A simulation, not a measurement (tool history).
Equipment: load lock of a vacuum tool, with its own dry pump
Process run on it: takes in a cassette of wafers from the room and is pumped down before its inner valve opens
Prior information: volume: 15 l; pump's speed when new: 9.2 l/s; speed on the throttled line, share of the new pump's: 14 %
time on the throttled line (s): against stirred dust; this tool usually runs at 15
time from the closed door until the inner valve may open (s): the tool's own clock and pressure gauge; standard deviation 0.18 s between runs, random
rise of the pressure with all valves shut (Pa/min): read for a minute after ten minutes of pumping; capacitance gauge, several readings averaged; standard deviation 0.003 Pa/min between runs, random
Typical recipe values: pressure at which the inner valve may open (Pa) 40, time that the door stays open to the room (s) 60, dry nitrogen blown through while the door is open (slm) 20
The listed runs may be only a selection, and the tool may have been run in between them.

run,hour,time on the throttled line (s),pressure at which the inner valve may open (Pa),time that the door stays open to the room (s),dry nitrogen blown through while the door is open (slm),"incoming humidity of the room's air, %",time from the closed door until the inner valve may open (s),rise of the pressure with all valves shut (Pa/min)
1,0,15,40,60,20,45.9,26.3,0.206
2,191.9,15,40,60,20,46.9,25.9,0.221
3,355.4,15,40,60,20,43.9,26.4,0.217
4,518.1,15,40,60,20,45.7,26.2,0.233
5,693.9,15,40,60,20,46.3,26.5,0.241
6,861.3,15,40,60,20,42,26.4,0.252
7,973.5,15,40,60,20,43.7,26.5,0.262
8,1153.9,15,40,60,20,43,26.4,0.271
9,1336.3,15,40,60,20,42.5,26.7,0.277
10,1546.3,15,40,60,20,43.6,26.5,0.304
11,1714.3,15,40,60,20,47.7,26.8,0.312
12,1917.1,15,61,60,20,43.2,25.8,0.333
13,2033.5,15,40,221,20,48.9,26.5,0.38
14,2230.4,15,40,221,20,48.5,26.5,0.387
15,2415,15,40,221,20,46.5,26.7,0.404
16,2539.4,14,40,60,20,45.4,25.7,0.373
17,2677.4,15,40,60,20,46.3,26.6,0.389
18,2805,15,40,60,20,45.9,26.5,0.399
19,2962.9,15,40,60,20,41.3,26.3,0.412
20,3129.1,15,76,28,20,44.7,25.3,0.423
21,3224.1,15,28,60,22,45,27.4,0.436
22,3443.6,15,28,111,11,47.7,27.3,0.489
23,3611.8,15,28,111,11,43.6,27.2,0.495
24,3731.4,21,76,60,45,46.1,30.7,0.486
25,3885.9,21,76,60,45,44.7,30.7,0.481
26,4010,21,76,163,45,49.6,30.7,0.508
27,4129.8,21,76,163,45,43.1,30.5,0.518
# hour 4140.6: door's seal changed, seat wiped
28,4317.9,21,30,33,45,44.9,32.7,0.034
29,4519.6,15,40,237,9,41.6,27.1,0.108
30,4681.8,30,35,168,4,47.9,39.3,0.131
31,4788,30,35,169,14,44.4,39.8,0.097
32,4940.4,30,35,169,14,42.7,39.7,0.096
33,5061.8,30,35,169,14,43.1,39.8,0.102
34,5206.2,30,35,169,14,45.1,39.9,0.11
35,5371.3,11,57,60,20,44.3,23,0.078
36,5547,14,32,179,32,46,26.4,0.098
37,5672.7,27,41,46,32,44.8,37.2,0.073
38,5794.2,13,40,60,22,48.3,25.5,0.094

3 options for the next run, each taken on its own from the tool as it stands now. Forecast them:
A,5912.7,13,40,60,10,47.3,?,?
B,5912.7,14,67,106,22,48,?,?
C,5912.7,9,33,60,39,46.1,?,?

run,time from the closed door until the inner valve may open (s),rise of the pressure with all valves shut (Pa/min)
A,25.2,0.114
B,25.2,0.107
C,22.3,0.085
What these runs would have given with no unlogged condition in the tool:
run,time from the closed door until the inner valve may open (s),rise of the pressure with all valves shut (Pa/min)
A,24,0.072
B,24.1,0.065
C,21,0.043
